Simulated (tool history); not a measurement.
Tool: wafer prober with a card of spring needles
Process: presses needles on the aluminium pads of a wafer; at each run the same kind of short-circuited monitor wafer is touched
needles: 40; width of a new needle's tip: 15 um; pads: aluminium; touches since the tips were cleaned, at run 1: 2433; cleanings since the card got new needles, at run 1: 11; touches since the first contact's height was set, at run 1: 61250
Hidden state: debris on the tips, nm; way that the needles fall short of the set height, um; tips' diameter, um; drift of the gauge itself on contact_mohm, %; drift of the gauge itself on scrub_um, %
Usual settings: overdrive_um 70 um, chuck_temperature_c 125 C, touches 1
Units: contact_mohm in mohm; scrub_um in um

run,hour,overdrive_um,chuck_temperature_c,touches,touches since the tips were cleaned,cleanings since the card got new needles,touches since the first contact's height was set,contact_mohm,scrub_um
1,0.0,70,125,1,2433,11,61250,183,13.18
# hour 7.3: tips cleaned on abrasive film
2,15.9,70,125,1,2493,12,65808,180,13.22
# hour 23.4: tips cleaned on abrasive film
3,30.5,70,125,1,2065,13,70009,181,13.22
# hour 39.3: tips cleaned on abrasive film
4,42.0,70,125,1,802,14,73301,180,13.18
# hour 55.4: tips cleaned on abrasive film
5,59.1,86,125,1,1094,15,78206,179,16.27
# hour 71.5: tips cleaned on abrasive film
6,71.5,86,125,1,0,16,81737,179,16.24
# hour 87.1: tips cleaned on abrasive film
7,90.9,70,125,1,1109,17,87327,181,13.22
# hour 103.0: tips cleaned on abrasive film
8,103.0,70,125,2,16,18,90785,183,13.21
# hour 118.6: tips cleaned on abrasive film
9,123.5,70,51,1,1424,19,96668,165,13.23
# hour 135.5: tips cleaned on abrasive film
10,135.7,70,51,1,47,20,100148,165,13.22
# hour 151.5: tips cleaned on abrasive film
11,160.1,70,51,1,2511,21,107188,166,13.22
# hour 167.7: tips cleaned on abrasive film
12,180.6,70,51,1,3710,22,113056,165,13.18
# hour 185.4: tips cleaned on abrasive film
# hour 202.4: tips cleaned on abrasive film
13,205.5,70,51,1,896,24,120181,172,13.21
# hour 212.1: height of the first contact set anew
# hour 218.4: tips cleaned on abrasive film
14,231.3,70,51,1,3718,25,5510,170,13.25
# hour 235.2: tips cleaned on abrasive film
# hour 250.8: tips cleaned on abrasive film
15,256.1,70,125,1,1526,27,12620,184,13.22
# hour 268.2: tips cleaned on abrasive film
16,274.1,70,125,1,1704,28,17773,182,13.15
# hour 284.2: tips cleaned on abrasive film
17,298.3,70,125,1,4064,29,24749,181,13.26
# hour 300.2: tips cleaned on abrasive film
18,310.7,90,38,3,3037,30,28296,164,16.99
# hour 316.9: tips cleaned on abrasive film
# hour 333.7: tips cleaned on abrasive film
19,335.4,90,81,1,501,32,35377,171,17.00
# hour 350.0: tips cleaned on abrasive film
20,350.7,90,81,2,213,33,39749,174,16.95
# hour 366.5: tips cleaned on abrasive film
21,369.0,53,67,1,710,34,44995,171,10.00
# hour 382.6: tips cleaned on abrasive film
22,387.8,53,33,1,1505,35,50403,167,10.02
# hour 399.2: tips cleaned on abrasive film
23,404.6,64,26,1,1571,36,55235,165,12.10
# hour 416.1: tips cleaned on abrasive film
24,425.7,84,37,1,2752,37,61273,162,15.83
# hour 432.7: tips cleaned on abrasive film
25,439.8,57,37,2,2034,38,65318,165,10.72

The next listed run, before its measurement:
# hour 449.2: tips cleaned on abrasive film
26,457.5,57,37,2,2398,39,70417,?,?

contact_mohm: 166 mohm
scrub_um: 10.78 um
Without the tool's hidden state the same run would have given contact_mohm 165 mohm, scrub_um 10.78 um.
